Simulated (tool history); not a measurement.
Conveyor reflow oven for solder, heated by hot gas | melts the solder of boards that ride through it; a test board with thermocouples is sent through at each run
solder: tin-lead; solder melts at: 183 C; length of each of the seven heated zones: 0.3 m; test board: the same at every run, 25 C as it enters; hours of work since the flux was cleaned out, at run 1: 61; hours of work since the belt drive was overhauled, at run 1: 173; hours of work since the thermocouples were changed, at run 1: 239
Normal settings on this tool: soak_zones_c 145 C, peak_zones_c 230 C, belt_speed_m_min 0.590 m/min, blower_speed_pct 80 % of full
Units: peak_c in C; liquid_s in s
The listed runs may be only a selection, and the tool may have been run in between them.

| run | hour | soak_zones_c | peak_zones_c | belt_speed_m_min | blower_speed_pct | hours of work since the flux was cleaned out | hours of work since the belt drive was overhauled | hours of work since the thermocouples were changed | peak_c | liquid_s |
|---|---|---|---|---|---|---|---|---|---|---|
| 1 | 0.0 | 145 | 230 | 0.590 | 80 | 61 | 173 | 239 | 219.1 | 50.0 |
| 2 | 29.2 | 145 | 230 | 0.590 | 80 | 76 | 188 | 254 | 218.4 | 49.9 |
| 3 | 75.4 | 145 | 230 | 0.590 | 80 | 100 | 212 | 277 | 218.7 | 49.5 |
| 4 | 101.2 | 145 | 230 | 0.590 | 80 | 113 | 225 | 290 | 218.5 | 49.2 |
| 5 | 148.4 | 145 | 233 | 0.590 | 80 | 136 | 248 | 314 | 221.8 | 50.6 |
| 6 | 187.6 | 145 | 233 | 0.590 | 80 | 156 | 268 | 334 | 221.0 | 50.6 |
|  | 203.1 | flux residue cleaned out of gas plates and filters |
| 7 | 237.1 | 145 | 233 | 0.590 | 80 | 17 | 291 | 356 | 222.6 | 51.3 |
| 8 | 274.4 | 145 | 233 | 0.590 | 80 | 36 | 310 | 375 | 222.2 | 51.4 |
| 9 | 320.2 | 149 | 234 | 0.518 | 77 | 59 | 333 | 398 | 225.8 | 62.3 |
| 10 | 355.2 | 149 | 233 | 0.567 | 86 | 77 | 350 | 416 | 224.4 | 56.0 |
| 11 | 399.3 | 149 | 233 | 0.567 | 86 | 99 | 373 | 438 | 224.6 | 56.1 |
| 12 | 442.3 | 149 | 233 | 0.567 | 86 | 121 | 395 | 460 | 224.0 | 55.9 |
| 13 | 483.4 | 160 | 224 | 0.567 | 81 | 142 | 415 | 481 | 216.7 | 56.5 |
| 14 | 515.8 | 145 | 243 | 0.647 | 80 | 158 | 432 | 497 | 227.3 | 48.7 |
|  | 527.7 | flux residue cleaned out of gas plates and filters |
| 15 | 544.8 | 145 | 243 | 0.647 | 80 | 9 | 444 | 509 | 229.7 | 49.5 |

Across each entry between runs, compare the hidden state at the last listed run before it with the hidden state at the first listed run after it:
Logged between run 6 and run 7: flux residue cleaned out of gas plates and filters (hour 203.1)
  heat that the gas passes to the board, % of a clean oven's: 93.6 -> 99; belt's true speed, % of the reading: 99.31 -> 99.25; true gas temperature in zones 6 and 7 over the reading, C: 0.61 -> 0.68
  measured minus no-state result, peak_c: -0.7 -> +0.6 C; liquid_s: -0.2 -> +0.7 s
Logged between run 14 and run 15: flux residue cleaned out of gas plates and filters (hour 527.7)
  heat that the gas passes to the board, % of a clean oven's: 93.3 -> 99.1; belt's true speed, % of the reading: 98.87 -> 98.84; true gas temperature in zones 6 and 7 over the reading, C: 1.14 -> 1.18
  measured minus no-state result, peak_c: -0.4 -> +1.2 C; liquid_s: +0.3 -> +1.1 s

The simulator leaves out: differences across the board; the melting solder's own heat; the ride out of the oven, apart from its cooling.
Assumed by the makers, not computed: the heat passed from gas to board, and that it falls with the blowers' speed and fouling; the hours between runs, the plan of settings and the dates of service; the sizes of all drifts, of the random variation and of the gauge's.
